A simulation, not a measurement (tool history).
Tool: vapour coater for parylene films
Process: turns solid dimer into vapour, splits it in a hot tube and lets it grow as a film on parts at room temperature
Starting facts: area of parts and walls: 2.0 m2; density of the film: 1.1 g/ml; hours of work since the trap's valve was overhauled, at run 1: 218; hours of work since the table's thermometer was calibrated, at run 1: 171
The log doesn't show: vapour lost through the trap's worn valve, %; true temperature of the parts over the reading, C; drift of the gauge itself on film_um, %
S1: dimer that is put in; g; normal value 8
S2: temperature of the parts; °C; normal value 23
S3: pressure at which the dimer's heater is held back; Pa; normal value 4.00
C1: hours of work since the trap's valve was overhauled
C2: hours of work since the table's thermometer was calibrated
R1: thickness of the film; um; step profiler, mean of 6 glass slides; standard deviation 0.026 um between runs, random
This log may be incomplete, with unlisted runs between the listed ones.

Run 1, hour 0.0: usual settings; C1 218; C2 171. Result: R1 1.97 um.
At hour 27.2: trap's valve overhauled.
Run 2, hour 31.0: usual settings; C1 3; C2 193. Result: R1 2.14 um.
Run 3, hour 53.8: usual settings; C1 22; C2 212. Result: R1 2.19 um.
Run 4, hour 76.0: usual settings; C1 40; C2 230. Result: R1 2.12 um.
Run 5, hour 119.2: usual settings; C1 75; C2 265. Result: R1 2.08 um.
Run 6, hour 164.0: usual settings; C1 111; C2 301. Result: R1 2.08 um.
Run 7, hour 197.9: usual settings; C1 139; C2 329. Result: R1 2.01 um.
Run 8, hour 219.9: usual settings; C1 157; C2 347. Result: R1 1.96 um.
Run 9, hour 264.8: usual settings; C1 193; C2 383. Result: R1 1.93 um.
Run 10, hour 285.3: usual settings but S3 3.25 Pa; C1 210; C2 400. Result: R1 2.02 um.
At hour 323.1: trap's valve overhauled.
Run 11, hour 326.3: usual settings but S3 3.25 Pa; C1 3; C2 430. Result: R1 2.20 um.
Run 12, hour 362.5: usual settings but S1 9 g, S2 20 °C, S3 2.05 Pa; C1 32; C2 459. Result: R1 3.10 um.
Run 13, hour 402.6: usual settings but S1 9 g, S2 20 °C, S3 2.05 Pa; C1 65; C2 492. Result: R1 3.06 um.
Run 14, hour 430.8: usual settings but S1 4 g, S2 17 °C, S3 10.25 Pa; C1 88; C2 515. Result: R1 1.18 um.
Run 15, hour 469.0: usual settings but S1 3 g, S2 29 °C, S3 3.21 Pa; C1 119; C2 546. Result: R1 0.58 um.
Run 16, hour 512.7: usual settings but S1 10 g, S2 21 °C, S3 5.93 Pa; C1 154; C2 582. Result: R1 2.52 um.
Run 17, hour 550.4: usual settings but S1 10 g, S2 21 °C, S3 5.93 Pa; C1 185; C2 612. Result: R1 2.49 um.
Run 18, hour 578.1: usual settings but S1 14 g, S2 20 °C, S3 5.93 Pa; C1 207; C2 635. Result: R1 3.62 um.
At hour 617.4: trap's valve overhauled.
Run 19, hour 621.5: usual settings but S1 14 g, S2 20 °C, S3 2.00 Pa; C1 3; C2 667. Result: R1 4.90 um.
Run 20, hour 645.5: usual settings but S1 3 g, S2 17 °C, S3 5.24 Pa; C1 23; C2 686. Result: R1 0.99 um.
Run 21, hour 687.9: usual settings but S1 3 g, S2 17 °C, S3 5.24 Pa; C1 57; C2 721. Result: R1 0.99 um.
Run 22, hour 713.0: usual settings but S1 3 g, S2 17 °C, S3 5.24 Pa; C1 78; C2 741. Result: R1 0.97 um.

Alternative continuations, all from the tool just after run 22; predict every row:
Run A, hour 746.3: usual settings but S3 4.75 Pa; C1 105; C2 768. Result: R1 ?.
Run B, hour 746.3: usual settings but S2 28 °C; C1 105; C2 768. Result: R1 ?.
Run C, hour 746.3: usual settings but S1 7 g, S2 24 °C, S3 5.24 Pa; C1 105; C2 768. Result: R1 ?.
Run D, hour 746.3: usual settings but S1 4 g, S3 8.39 Pa; C1 105; C2 768. Result: R1 ?.

run    R1
  A  1.88
  B  1.57
  C  1.62
  D  0.87
Without the tool's hidden state the same runs would have given:
run    R1
  A  2.03
  B  1.70
  C  1.75
  D  0.94

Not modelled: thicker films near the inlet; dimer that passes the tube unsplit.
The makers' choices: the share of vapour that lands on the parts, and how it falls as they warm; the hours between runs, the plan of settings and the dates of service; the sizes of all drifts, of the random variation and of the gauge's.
